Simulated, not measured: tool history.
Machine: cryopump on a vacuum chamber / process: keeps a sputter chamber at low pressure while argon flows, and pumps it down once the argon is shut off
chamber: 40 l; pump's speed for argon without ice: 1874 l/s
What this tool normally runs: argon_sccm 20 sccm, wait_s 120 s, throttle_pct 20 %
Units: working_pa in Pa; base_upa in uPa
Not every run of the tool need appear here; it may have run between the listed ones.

run   hour  argon_sccm  wait_s  throttle_pct  working_pa  base_upa
  1    0.0          20     120            20      0.0911      1.53
  2   18.4          20     120            20      0.0916      1.56
  3   27.7          20     120            20      0.0912      1.56
  4   39.6          20     120            20      0.0913      1.55
  5   50.4          20     120            20      0.0910      1.58
  6   66.4          20     120            20      0.0922      1.55
  7   84.7          20     120            20      0.0916      1.61
  8  100.5          20     139            20      0.0916      1.56
  9  111.6          20     120            20      0.0916      1.65
 10  126.7          20     120            20      0.0911      1.63
 11  140.5          20      46            20      0.0914      2.51
 12  161.0          20     120            20      0.0917      1.62
 13  173.8          11     120            20      0.0504      1.66
 14  184.0          20     120            23      0.0800      1.62
     193.7  -- leaking fittings of the chamber tightened, without venting
 15  201.7          20     120            23      0.0802      0.69
 16  212.4          20      26            20      0.0921      2.60
 17  229.9          15     120            20      0.0690      0.72
 18  245.6           9      88            19      0.0440      0.92
 19  264.7           9      88            19      0.0432      0.90
 20  274.6          16     217            16      0.0919      0.46
 21  292.2          16     217            16      0.0920      0.52
 22  303.9           9      33            22      0.0372      2.19
 23  312.8          21     106            21      0.0920      0.77
 24  326.5          20      40            20      0.0924      1.80
 25  340.1          20      40            20      0.0926      1.87
 26  352.7          20      40            20      0.0925      1.71
 27  372.8          20      40            20      0.0931      1.81
 28  383.1          20      90            20      0.0926      0.96
 29  402.6          35     109            32      0.1030      0.81
 30  412.7          35     109            32      0.1026      0.81
 31  426.8          35     109            32      0.1023      0.82
 32  436.9          35     109            49      0.0695      0.84
 33  452.1          35     109            49      0.0689      0.86

Branching from run 33: 5 alternative next runs. What would each branch give?
  A  467.2          18     120            55           ?         ?
  B  467.2          20      69            16           ?         ?
  C  467.2          22      54            35           ?         ?
  D  467.2          28     120            23           ?         ?
  E  467.2          20      59            20           ?         ?

run  working_pa  base_upa
  A      0.0320      0.78
  B      0.1158      1.14
  C      0.0603      1.37
  D      0.1143      0.81
  E      0.0934      1.33
Without the tool's unlogged condition, the same runs would have read:
run  working_pa  base_upa
  A      0.0295      0.70
  B      0.1130      1.07
  C      0.0572      1.30
  D      0.1104      0.73
  E      0.0906      1.25
